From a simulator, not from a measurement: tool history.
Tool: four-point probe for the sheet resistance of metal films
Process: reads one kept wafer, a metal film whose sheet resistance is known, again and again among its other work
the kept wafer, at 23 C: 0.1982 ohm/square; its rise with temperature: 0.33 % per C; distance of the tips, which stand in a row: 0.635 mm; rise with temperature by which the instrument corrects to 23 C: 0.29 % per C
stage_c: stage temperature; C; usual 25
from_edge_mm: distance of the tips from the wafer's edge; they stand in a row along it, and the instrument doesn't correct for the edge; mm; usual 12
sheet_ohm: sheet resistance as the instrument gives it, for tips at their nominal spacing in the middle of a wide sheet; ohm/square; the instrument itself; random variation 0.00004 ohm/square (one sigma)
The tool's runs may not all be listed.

run,hour,stage_c,from_edge_mm,sheet_ohm
1,0,25,12,0.19918
2,18.8,32,12,0.199701
3,33.4,32,12,0.199677
4,55.4,25,4,0.201602
5,75.2,25,12,0.199274
6,87.3,25,12,0.199388
7,103.1,19,56,0.198627
8,121.4,19,28,0.198616
9,141.3,21,10,0.199236
10,163.7,21,10,0.199254
11,177.5,22,51,0.198938

Hidden state or all else? Some run-to-run changes of sheet_ohm, split into what the settings, what came in and random variation would give without the hidden state, and what is left for the hidden state (with any gauge scatter that isn't in both results):
The hidden state here: inner tips' distance over the nominal, %; tips' flats over new ones', %; wafer's true temperature over the reading, C; drift of the gauge itself on sheet_ohm, %.
Run 3 -> 4: stage_c 32 -> 25, from_edge_mm 12 -> 4. sheet_ohm +0.001925 ohm/square: hidden state +0.000031, all else +0.001894.
Run 4 -> 5: from_edge_mm 4 -> 12. sheet_ohm -0.002328 ohm/square: hidden state +0.000017, all else -0.002345.
